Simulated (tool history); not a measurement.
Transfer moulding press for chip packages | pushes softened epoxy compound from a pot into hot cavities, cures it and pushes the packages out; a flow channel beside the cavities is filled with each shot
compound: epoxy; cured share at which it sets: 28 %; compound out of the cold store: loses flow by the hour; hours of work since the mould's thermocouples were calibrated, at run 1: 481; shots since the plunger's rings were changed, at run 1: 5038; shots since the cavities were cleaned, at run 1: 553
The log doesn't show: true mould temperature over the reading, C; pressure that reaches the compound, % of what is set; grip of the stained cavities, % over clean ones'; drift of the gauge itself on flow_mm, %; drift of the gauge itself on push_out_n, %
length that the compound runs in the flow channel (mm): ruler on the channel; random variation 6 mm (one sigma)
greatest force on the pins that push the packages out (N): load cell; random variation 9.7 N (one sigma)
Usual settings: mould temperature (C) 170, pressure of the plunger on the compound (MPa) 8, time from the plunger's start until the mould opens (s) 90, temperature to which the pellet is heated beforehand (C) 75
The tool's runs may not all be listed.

run   hour  mould temperature (C)  pressure of the plunger on the compound (MPa)  time from the plunger's start until the mould opens (s)  temperature to which the pellet is heated beforehand (C)  hours of work since the mould's thermocouples were calibrated  shots since the plunger's rings were changed  shots since the cavities were cleaned  incoming compound's hours out of the cold store  length that the compound runs in the flow channel (mm)  greatest force on the pins that push the packages out (N)
  1      0                    170                                              8                                                       90                                                        75                                                            481                                          5038                                    553                                              8.2                                                     831                                                        561
  2   31.5                    170                                              8                                                       90                                                        75                                                            494                                          5312                                    827                                             18.7                                                     770                                                        615
      42.5  -- cavities cleaned with cleaning compound and waxed
      54.3  -- plunger's sealing rings changed
  3  100.1                    170                                              8                                                       90                                                        84                                                            521                                           397                                    478                                             11.8                                                     895                                                        580
     150.1  -- cavities cleaned with cleaning compound and waxed
  4  163.4                    170                                              8                                                       90                                                        84                                                            547                                           932                                    115                                             43.3                                                     713                                                        464
  5  227.5                    170                                              8                                                      111                                                        84                                                            574                                          1487                                    670                                             44.5                                                     724                                                        498
     258.1  -- cavities cleaned with cleaning compound and waxed
  6  295.7                    170                                              8                                                       90                                                        75                                                            601                                          2065                                    326                                             20.4                                                     806                                                        554
  7  360.6                    170                                              8                                                       90                                                        75                                                            629                                          2627                                    888                                             32.5                                                     745                                                        598

Run 8 comes next. What will it give?
     365.2  -- cavities cleaned with cleaning compound and waxed
  8  406.1                    170                                              8                                                       90                                                        75                                                            647                                          3009                                    355                                             34.7                                                       ?                                                          ?

Run 8 gave length that the compound runs in the flow channel (mm) 728, greatest force on the pins that push the packages out (N) 533.
Without the tool's hidden state the same run would have given length that the compound runs in the flow channel (mm) 773, greatest force on the pins that push the packages out (N) 428.
